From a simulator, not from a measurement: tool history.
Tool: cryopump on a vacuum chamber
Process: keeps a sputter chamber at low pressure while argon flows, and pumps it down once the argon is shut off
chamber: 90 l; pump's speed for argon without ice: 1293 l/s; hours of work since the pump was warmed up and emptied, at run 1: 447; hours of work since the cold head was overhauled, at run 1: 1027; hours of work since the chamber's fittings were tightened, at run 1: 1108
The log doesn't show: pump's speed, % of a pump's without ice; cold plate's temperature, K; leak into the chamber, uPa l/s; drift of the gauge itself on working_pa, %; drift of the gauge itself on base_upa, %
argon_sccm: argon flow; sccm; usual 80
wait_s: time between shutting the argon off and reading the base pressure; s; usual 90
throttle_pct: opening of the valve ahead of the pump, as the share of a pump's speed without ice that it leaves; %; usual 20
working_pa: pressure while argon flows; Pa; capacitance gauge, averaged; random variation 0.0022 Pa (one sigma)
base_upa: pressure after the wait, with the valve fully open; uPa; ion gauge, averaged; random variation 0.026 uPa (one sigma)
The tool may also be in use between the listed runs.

| run | hour | argon_sccm | wait_s | throttle_pct | hours of work since the pump was warmed up and emptied | hours of work since the cold head was overhauled | hours of work since the chamber's fittings were tightened | working_pa | base_upa |
|---|---|---|---|---|---|---|---|---|---|
| 1 | 0 | 80 | 90 | 20 | 447 | 1027 | 1108 | 0.553 | 1.94 |
| 2 | 47.4 | 80 | 90 | 34 | 478 | 1058 | 1138 | 0.3346 | 1.99 |
| 3 | 119.2 | 80 | 90 | 29 | 524 | 1104 | 1185 | 0.3922 | 2.11 |
| 4 | 169.1 | 80 | 90 | 29 | 556 | 1136 | 1217 | 0.3955 | 2.12 |
|  | 203.3 | pump warmed up, emptied and cooled again |
| 5 | 232.7 | 80 | 90 | 20 | 19 | 1174 | 1254 | 0.5266 | 1.86 |
| 6 | 299.2 | 105 | 90 | 32 | 62 | 1216 | 1297 | 0.4366 | 1.93 |
| 7 | 340.5 | 80 | 109 | 20 | 88 | 1243 | 1324 | 0.5316 | 1.83 |
| 8 | 411.7 | 80 | 109 | 20 | 134 | 1289 | 1369 | 0.5317 | 1.89 |
|  | 450.5 | leaking fittings of the chamber tightened, without venting |
| 9 | 460.6 | 80 | 37 | 20 | 164 | 1319 | 7 | 0.5339 | 2.36 |
| 10 | 504.3 | 80 | 37 | 20 | 192 | 1347 | 35 | 0.5328 | 2.31 |

4 ways to go on from here, each from the tool as it stands after run 10. What would each give?
| A | 536.5 | 80 | 90 | 57 | 213 | 1367 | 55 | ? | ? |
| B | 536.5 | 80 | 59 | 20 | 213 | 1367 | 55 | ? | ? |
| C | 536.5 | 80 | 111 | 20 | 213 | 1367 | 55 | ? | ? |
| D | 536.5 | 94 | 65 | 20 | 213 | 1367 | 55 | ? | ? |

| run | working_pa | base_upa |
|---|---|---|
| A | 0.1991 | 1.2 |
| B | 0.5379 | 1.59 |
| C | 0.5374 | 1.05 |
| D | 0.6347 | 1.48 |
Without the tool's hidden state the same runs would have given:
| run | working_pa | base_upa |
|---|---|---|
| A | 0.185 | 1.09 |
| B | 0.524 | 1.49 |
| C | 0.5234 | 0.94 |
| D | 0.6182 | 1.38 |
